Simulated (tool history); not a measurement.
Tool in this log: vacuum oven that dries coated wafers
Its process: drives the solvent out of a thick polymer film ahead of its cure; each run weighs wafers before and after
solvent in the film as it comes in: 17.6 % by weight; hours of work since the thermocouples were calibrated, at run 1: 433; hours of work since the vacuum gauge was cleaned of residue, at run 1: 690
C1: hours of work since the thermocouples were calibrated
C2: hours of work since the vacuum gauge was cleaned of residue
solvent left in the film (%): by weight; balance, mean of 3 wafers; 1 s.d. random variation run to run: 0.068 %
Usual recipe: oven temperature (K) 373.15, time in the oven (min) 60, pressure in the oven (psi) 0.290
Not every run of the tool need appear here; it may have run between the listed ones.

{"run": 1, "hour": 0.0, "oven temperature (K)": 373.15, "time in the oven (min)": 60, "pressure in the oven (psi)": 0.29, "C1": 433, "C2": 690, "solvent left in the film (%)": 4.61}
{"run": 2, "hour": 59.8, "oven temperature (K)": 368.15, "time in the oven (min)": 60, "pressure in the oven (psi)": 0.29, "C1": 471, "C2": 728, "solvent left in the film (%)": 6.15}
{"run": 3, "hour": 94.4, "oven temperature (K)": 373.15, "time in the oven (min)": 60, "pressure in the oven (psi)": 0.29, "C1": 493, "C2": 750, "solvent left in the film (%)": 4.67}
{"run": 4, "hour": 171.5, "oven temperature (K)": 373.15, "time in the oven (min)": 60, "pressure in the oven (psi)": 0.29, "C1": 542, "C2": 799, "solvent left in the film (%)": 4.63}
{"run": 5, "hour": 211.1, "oven temperature (K)": 373.15, "time in the oven (min)": 60, "pressure in the oven (psi)": 0.29, "C1": 567, "C2": 824, "solvent left in the film (%)": 4.62}
{"run": 6, "hour": 254.1, "oven temperature (K)": 373.15, "time in the oven (min)": 60, "pressure in the oven (psi)": 0.29, "C1": 594, "C2": 851, "solvent left in the film (%)": 4.66}
{"run": 7, "hour": 329.4, "oven temperature (K)": 373.15, "time in the oven (min)": 60, "pressure in the oven (psi)": 0.29, "C1": 642, "C2": 899, "solvent left in the film (%)": 4.6}
{"run": 8, "hour": 401.4, "oven temperature (K)": 373.15, "time in the oven (min)": 60, "pressure in the oven (psi)": 0.29, "C1": 687, "C2": 944, "solvent left in the film (%)": 4.65}
{"run": 9, "hour": 466.4, "oven temperature (K)": 373.15, "time in the oven (min)": 60, "pressure in the oven (psi)": 0.29, "C1": 729, "C2": 986, "solvent left in the film (%)": 4.58}
{"run": 10, "hour": 513.7, "oven temperature (K)": 373.15, "time in the oven (min)": 60, "pressure in the oven (psi)": 0.29, "C1": 758, "C2": 1016, "solvent left in the film (%)": 4.57}
{"run": 11, "hour": 584.9, "oven temperature (K)": 373.15, "time in the oven (min)": 60, "pressure in the oven (psi)": 0.29, "C1": 804, "C2": 1061, "solvent left in the film (%)": 4.56}
{"run": 12, "hour": 643.7, "oven temperature (K)": 373.15, "time in the oven (min)": 50, "pressure in the oven (psi)": 0.29, "C1": 841, "C2": 1098, "solvent left in the film (%)": 5.13}
{"run": 13, "hour": 709.2, "oven temperature (K)": 373.15, "time in the oven (min)": 60, "pressure in the oven (psi)": 0.29, "C1": 882, "C2": 1139, "solvent left in the film (%)": 4.54}
{"run": 14, "hour": 753.1, "oven temperature (K)": 373.15, "time in the oven (min)": 60, "pressure in the oven (psi)": 0.29, "C1": 910, "C2": 1167, "solvent left in the film (%)": 4.57}
{"run": 15, "hour": 826.7, "oven temperature (K)": 373.15, "time in the oven (min)": 60, "pressure in the oven (psi)": 0.29, "C1": 957, "C2": 1214, "solvent left in the film (%)": 4.6}
{"run": 16, "hour": 896.2, "oven temperature (K)": 373.15, "time in the oven (min)": 60, "pressure in the oven (psi)": 0.29, "C1": 1001, "C2": 1258, "solvent left in the film (%)": 4.59}
{"run": 17, "hour": 934.1, "oven temperature (K)": 373.15, "time in the oven (min)": 60, "pressure in the oven (psi)": 0.29, "C1": 1025, "C2": 1282, "solvent left in the film (%)": 4.55}
{"run": 18, "hour": 1003.3, "oven temperature (K)": 368.15, "time in the oven (min)": 60, "pressure in the oven (psi)": 0.29, "C1": 1068, "C2": 1325, "solvent left in the film (%)": 6.05}
{"run": 19, "hour": 1038.8, "oven temperature (K)": 368.15, "time in the oven (min)": 60, "pressure in the oven (psi)": 0.29, "C1": 1091, "C2": 1348, "solvent left in the film (%)": 6.04}
{"run": 20, "hour": 1088.6, "oven temperature (K)": 373.15, "time in the oven (min)": 60, "pressure in the oven (psi)": 0.825, "C1": 1122, "C2": 1379, "solvent left in the film (%)": 8.96}
{"hour": 1095.6, "done": "oven's thermocouples calibrated"}
{"run": 21, "hour": 1161.7, "oven temperature (K)": 373.15, "time in the oven (min)": 60, "pressure in the oven (psi)": 0.518, "C1": 42, "C2": 1424, "solvent left in the film (%)": 6.81}
{"run": 22, "hour": 1226.0, "oven temperature (K)": 365.15, "time in the oven (min)": 60, "pressure in the oven (psi)": 0.29, "C1": 83, "C2": 1465, "solvent left in the film (%)": 7.4}
{"run": 23, "hour": 1279.7, "oven temperature (K)": 365.15, "time in the oven (min)": 60, "pressure in the oven (psi)": 0.29, "C1": 117, "C2": 1499, "solvent left in the film (%)": 7.53}
{"run": 24, "hour": 1318.6, "oven temperature (K)": 377.15, "time in the oven (min)": 60, "pressure in the oven (psi)": 0.29, "C1": 141, "C2": 1524, "solvent left in the film (%)": 3.9}
{"run": 25, "hour": 1386.7, "oven temperature (K)": 377.15, "time in the oven (min)": 60, "pressure in the oven (psi)": 0.29, "C1": 184, "C2": 1567, "solvent left in the film (%)": 3.95}
{"run": 26, "hour": 1445.9, "oven temperature (K)": 361.15, "time in the oven (min)": 51, "pressure in the oven (psi)": 0.268, "C1": 222, "C2": 1604, "solvent left in the film (%)": 9.21}
{"run": 27, "hour": 1487.2, "oven temperature (K)": 387.15, "time in the oven (min)": 32, "pressure in the oven (psi)": 0.715, "C1": 248, "C2": 1631, "solvent left in the film (%)": 5.86}
{"run": 28, "hour": 1558.5, "oven temperature (K)": 376.15, "time in the oven (min)": 33, "pressure in the oven (psi)": 0.602, "C1": 293, "C2": 1676, "solvent left in the film (%)": 8.53}
{"run": 29, "hour": 1604.2, "oven temperature (K)": 373.15, "time in the oven (min)": 92, "pressure in the oven (psi)": 0.29, "C1": 322, "C2": 1705, "solvent left in the film (%)": 3.75}
{"run": 30, "hour": 1660.8, "oven temperature (K)": 373.15, "time in the oven (min)": 92, "pressure in the oven (psi)": 0.29, "C1": 358, "C2": 1740, "solvent left in the film (%)": 3.88}
{"run": 31, "hour": 1708.7, "oven temperature (K)": 364.15, "time in the oven (min)": 38, "pressure in the oven (psi)": 0.29, "C1": 388, "C2": 1771, "solvent left in the film (%)": 9.55}
{"run": 32, "hour": 1782.5, "oven temperature (K)": 385.15, "time in the oven (min)": 89, "pressure in the oven (psi)": 0.999, "C1": 435, "C2": 1817, "solvent left in the film (%)": 6.58}
{"run": 33, "hour": 1848.8, "oven temperature (K)": 385.15, "time in the oven (min)": 89, "pressure in the oven (psi)": 0.999, "C1": 477, "C2": 1859, "solvent left in the film (%)": 6.69}
{"run": 34, "hour": 1884.2, "oven temperature (K)": 387.15, "time in the oven (min)": 85, "pressure in the oven (psi)": 0.444, "C1": 499, "C2": 1882, "solvent left in the film (%)": 2.95}
{"run": 35, "hour": 1960.1, "oven temperature (K)": 369.15, "time in the oven (min)": 60, "pressure in the oven (psi)": 0.516, "C1": 547, "C2": 1930, "solvent left in the film (%)": 8.11}
{"run": 36, "hour": 2001.5, "oven temperature (K)": 363.15, "time in the oven (min)": 37, "pressure in the oven (psi)": 0.173, "C1": 573, "C2": 1956, "solvent left in the film (%)": 8.87}
{"run": 37, "hour": 2051.1, "oven temperature (K)": 363.15, "time in the oven (min)": 37, "pressure in the oven (psi)": 0.173, "C1": 605, "C2": 1987, "solvent left in the film (%)": 8.94}
{"run": 38, "hour": 2121.6, "oven temperature (K)": 373.15, "time in the oven (min)": 60, "pressure in the oven (psi)": 0.276, "C1": 649, "C2": 2032, "solvent left in the film (%)": 4.81}
{"run": 39, "hour": 2184.0, "oven temperature (K)": 373.15, "time in the oven (min)": 60, "pressure in the oven (psi)": 0.276, "C1": 689, "C2": 2072, "solvent left in the film (%)": 4.73}
{"run": 40, "hour": 2264.2, "oven temperature (K)": 361.15, "time in the oven (min)": 51, "pressure in the oven (psi)": 0.566, "C1": 740, "C2": 2122, "solvent left in the film (%)": 12.02}
{"run": 41, "hour": 2308.4, "oven temperature (K)": 385.15, "time in the oven (min)": 94, "pressure in the oven (psi)": 0.458, "C1": 768, "C2": 2150, "solvent left in the film (%)": 3.25}
{"run": 42, "hour": 2379.1, "oven temperature (K)": 385.15, "time in the oven (min)": 94, "pressure in the oven (psi)": 0.458, "C1": 812, "C2": 2195, "solvent left in the film (%)": 3.19}
{"run": 43, "hour": 2432.2, "oven temperature (K)": 382.15, "time in the oven (min)": 94, "pressure in the oven (psi)": 0.499, "C1": 846, "C2": 2229, "solvent left in the film (%)": 3.84}
{"run": 44, "hour": 2487.7, "oven temperature (K)": 382.15, "time in the oven (min)": 94, "pressure in the oven (psi)": 0.499, "C1": 881, "C2": 2264, "solvent left in the film (%)": 3.95}
{"run": 45, "hour": 2560.4, "oven temperature (K)": 367.15, "time in the oven (min)": 66, "pressure in the oven (psi)": 0.714, "C1": 927, "C2": 2310, "solvent left in the film (%)": 10.52}
{"run": 46, "hour": 2599.3, "oven temperature (K)": 364.15, "time in the oven (min)": 73, "pressure in the oven (psi)": 0.348, "C1": 952, "C2": 2334, "solvent left in the film (%)": 7.57}

Predict each of these 5 candidate next runs independently; none follows another, all start after run 46:
{"run": "A", "hour": 2632.2, "oven temperature (K)": 368.15, "time in the oven (min)": 36, "pressure in the oven (psi)": 0.258, "C1": 973, "C2": 2355, "solvent left in the film (%)": "?"}
{"run": "B", "hour": 2632.2, "oven temperature (K)": 364.15, "time in the oven (min)": 32, "pressure in the oven (psi)": 0.348, "C1": 973, "C2": 2355, "solvent left in the film (%)": "?"}
{"run": "C", "hour": 2632.2, "oven temperature (K)": 364.15, "time in the oven (min)": 30, "pressure in the oven (psi)": 0.348, "C1": 973, "C2": 2355, "solvent left in the film (%)": "?"}
{"run": "D", "hour": 2632.2, "oven temperature (K)": 373.15, "time in the oven (min)": 60, "pressure in the oven (psi)": 0.622, "C1": 973, "C2": 2355, "solvent left in the film (%)": "?"}
{"run": "E", "hour": 2632.2, "oven temperature (K)": 373.15, "time in the oven (min)": 41, "pressure in the oven (psi)": 0.158, "C1": 973, "C2": 2355, "solvent left in the film (%)": "?"}

run=A solvent_left_in_the_film_(%)=8.11
run=B solvent_left_in_the_film_(%)=10.50
run=C solvent_left_in_the_film_(%)=10.62
run=D solvent_left_in_the_film_(%)=7.61
run=E solvent_left_in_the_film_(%)=5.30
With the hidden condition removed and each run's random variation left untouched, the same runs would have given:
run=A solvent_left_in_the_film_(%)=7.93
run=B solvent_left_in_the_film_(%)=10.31
run=C solvent_left_in_the_film_(%)=10.44
run=D solvent_left_in_the_film_(%)=7.40
run=E solvent_left_in_the_film_(%)=5.10
